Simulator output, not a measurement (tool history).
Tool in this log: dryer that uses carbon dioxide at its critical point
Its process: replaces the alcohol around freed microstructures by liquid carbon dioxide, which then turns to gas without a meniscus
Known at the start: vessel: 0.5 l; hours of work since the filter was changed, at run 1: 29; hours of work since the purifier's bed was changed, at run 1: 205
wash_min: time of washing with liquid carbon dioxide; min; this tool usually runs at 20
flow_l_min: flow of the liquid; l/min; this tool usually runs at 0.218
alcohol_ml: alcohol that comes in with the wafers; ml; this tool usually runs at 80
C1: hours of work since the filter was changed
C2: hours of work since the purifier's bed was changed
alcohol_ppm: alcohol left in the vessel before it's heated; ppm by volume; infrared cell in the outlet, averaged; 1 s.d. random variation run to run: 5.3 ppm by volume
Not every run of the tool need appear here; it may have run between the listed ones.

{"run": 1, "hour": 0.0, "wash_min": 20, "flow_l_min": 0.218, "alcohol_ml": 80, "C1": 29, "C2": 205, "alcohol_ppm": 204}
{"run": 2, "hour": 4.9, "wash_min": 20, "flow_l_min": 0.218, "alcohol_ml": 80, "C1": 32, "C2": 208, "alcohol_ppm": 213}
{"run": 3, "hour": 11.2, "wash_min": 20, "flow_l_min": 0.218, "alcohol_ml": 80, "C1": 37, "C2": 212, "alcohol_ppm": 207}
{"run": 4, "hour": 16.2, "wash_min": 20, "flow_l_min": 0.218, "alcohol_ml": 80, "C1": 40, "C2": 215, "alcohol_ppm": 214}
{"run": 5, "hour": 23.3, "wash_min": 20, "flow_l_min": 0.165, "alcohol_ml": 80, "C1": 44, "C2": 220, "alcohol_ppm": 929}
{"run": 6, "hour": 33.3, "wash_min": 20, "flow_l_min": 0.134, "alcohol_ml": 80, "C1": 51, "C2": 226, "alcohol_ppm": 2364}
{"run": 7, "hour": 41.0, "wash_min": 20, "flow_l_min": 0.218, "alcohol_ml": 80, "C1": 56, "C2": 231, "alcohol_ppm": 236}
{"run": 8, "hour": 47.1, "wash_min": 14, "flow_l_min": 0.218, "alcohol_ml": 80, "C1": 60, "C2": 235, "alcohol_ppm": 1327}
{"run": 9, "hour": 56.2, "wash_min": 14, "flow_l_min": 0.218, "alcohol_ml": 80, "C1": 66, "C2": 241, "alcohol_ppm": 1359}
{"run": 10, "hour": 63.4, "wash_min": 32, "flow_l_min": 0.218, "alcohol_ml": 80, "C1": 71, "C2": 246, "alcohol_ppm": 80}
{"run": 11, "hour": 70.7, "wash_min": 20, "flow_l_min": 0.218, "alcohol_ml": 80, "C1": 76, "C2": 251, "alcohol_ppm": 251}
{"run": 12, "hour": 76.3, "wash_min": 20, "flow_l_min": 0.218, "alcohol_ml": 80, "C1": 79, "C2": 255, "alcohol_ppm": 253}
{"run": 13, "hour": 83.5, "wash_min": 20, "flow_l_min": 0.218, "alcohol_ml": 80, "C1": 84, "C2": 259, "alcohol_ppm": 249}
{"run": 14, "hour": 92.8, "wash_min": 20, "flow_l_min": 0.218, "alcohol_ml": 80, "C1": 90, "C2": 265, "alcohol_ppm": 269}
{"run": 15, "hour": 100.8, "wash_min": 20, "flow_l_min": 0.178, "alcohol_ml": 80, "C1": 95, "C2": 271, "alcohol_ppm": 743}
{"run": 16, "hour": 105.6, "wash_min": 14, "flow_l_min": 0.292, "alcohol_ml": 49, "C1": 98, "C2": 274, "alcohol_ppm": 263}
{"run": 17, "hour": 112.2, "wash_min": 20, "flow_l_min": 0.363, "alcohol_ml": 80, "C1": 103, "C2": 278, "alcohol_ppm": 89}
{"run": 18, "hour": 121.7, "wash_min": 20, "flow_l_min": 0.363, "alcohol_ml": 80, "C1": 109, "C2": 284, "alcohol_ppm": 84}
{"run": 19, "hour": 128.2, "wash_min": 20, "flow_l_min": 0.245, "alcohol_ml": 80, "C1": 113, "C2": 289, "alcohol_ppm": 182}
{"run": 20, "hour": 133.8, "wash_min": 20, "flow_l_min": 0.245, "alcohol_ml": 80, "C1": 117, "C2": 292, "alcohol_ppm": 174}
{"run": 21, "hour": 141.7, "wash_min": 15, "flow_l_min": 0.245, "alcohol_ml": 48, "C1": 122, "C2": 297, "alcohol_ppm": 430}
{"run": 22, "hour": 147.0, "wash_min": 20, "flow_l_min": 0.174, "alcohol_ml": 27, "C1": 126, "C2": 301, "alcohol_ppm": 379}
{"run": 23, "hour": 152.0, "wash_min": 17, "flow_l_min": 0.337, "alcohol_ml": 111, "C1": 129, "C2": 304, "alcohol_ppm": 134}
{"run": 24, "hour": 157.7, "wash_min": 17, "flow_l_min": 0.302, "alcohol_ml": 80, "C1": 133, "C2": 308, "alcohol_ppm": 154}
{"run": 25, "hour": 163.8, "wash_min": 16, "flow_l_min": 0.152, "alcohol_ml": 80, "C1": 137, "C2": 312, "alcohol_ppm": 4296}
{"run": 26, "hour": 167.8, "wash_min": 16, "flow_l_min": 0.152, "alcohol_ml": 80, "C1": 139, "C2": 315, "alcohol_ppm": 4251}
{"run": 27, "hour": 172.9, "wash_min": 16, "flow_l_min": 0.152, "alcohol_ml": 80, "C1": 143, "C2": 318, "alcohol_ppm": 4361}
{"run": 28, "hour": 177.3, "wash_min": 13, "flow_l_min": 0.198, "alcohol_ml": 54, "C1": 146, "C2": 321, "alcohol_ppm": 2357}

Here are 3 independent what-if runs from the current tool condition. What would each one return?
{"run": "A", "hour": 185.5, "wash_min": 22, "flow_l_min": 0.198, "alcohol_ml": 54, "C1": 151, "C2": 326, "alcohol_ppm": "?"}
{"run": "B", "hour": 185.5, "wash_min": 13, "flow_l_min": 0.317, "alcohol_ml": 40, "C1": 151, "C2": 326, "alcohol_ppm": "?"}
{"run": "C", "hour": 185.5, "wash_min": 20, "flow_l_min": 0.21, "alcohol_ml": 60, "C1": 151, "C2": 326, "alcohol_ppm": "?"}

run=A alcohol_ppm=272
run=B alcohol_ppm=265
run=C alcohol_ppm=322
With the hidden condition removed and each run's random variation left untouched, the same runs would have given:
run=A alcohol_ppm=94
run=B alcohol_ppm=88
run=C alcohol_ppm=121

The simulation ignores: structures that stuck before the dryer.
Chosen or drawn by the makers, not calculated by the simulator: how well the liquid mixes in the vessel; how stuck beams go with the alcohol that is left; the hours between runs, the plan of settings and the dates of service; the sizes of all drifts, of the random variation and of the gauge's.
